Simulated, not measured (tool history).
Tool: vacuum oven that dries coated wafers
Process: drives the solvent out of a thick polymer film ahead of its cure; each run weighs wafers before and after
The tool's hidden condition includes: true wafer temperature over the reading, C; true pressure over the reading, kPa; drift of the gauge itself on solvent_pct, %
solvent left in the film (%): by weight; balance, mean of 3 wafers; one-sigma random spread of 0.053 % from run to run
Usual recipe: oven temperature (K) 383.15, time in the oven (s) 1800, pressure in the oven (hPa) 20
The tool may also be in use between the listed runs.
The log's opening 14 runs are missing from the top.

run,hour,oven temperature (K),time in the oven (s),pressure in the oven (hPa),hours of work since the thermocouples were calibrated,hours of work since the vacuum gauge was cleaned of residue,solvent left in the film (%)
15,394.3,390.15,1800,20,88,415,1.26
16,432.3,390.15,1800,20,113,440,1.15
17,453.1,390.15,1800,20,126,454,1.21
18,485.4,390.15,1800,20,148,475,1.15
19,515.2,374.15,1800,20,167,494,4.13
20,550.6,381.15,1800,20,190,517,2.3
21,582.4,381.15,1800,20,211,538,2.23
22,604.3,381.15,1800,20,225,553,2.26
23,629.8,381.15,1800,20,242,569,2.38

What will run 24 give?
24,660.6,375.15,3120,25.6,262,590,?

solvent left in the film (%): 2.81
The same run, on a tool lacking any hidden state, would have yielded solvent left in the film (%) 2.49.
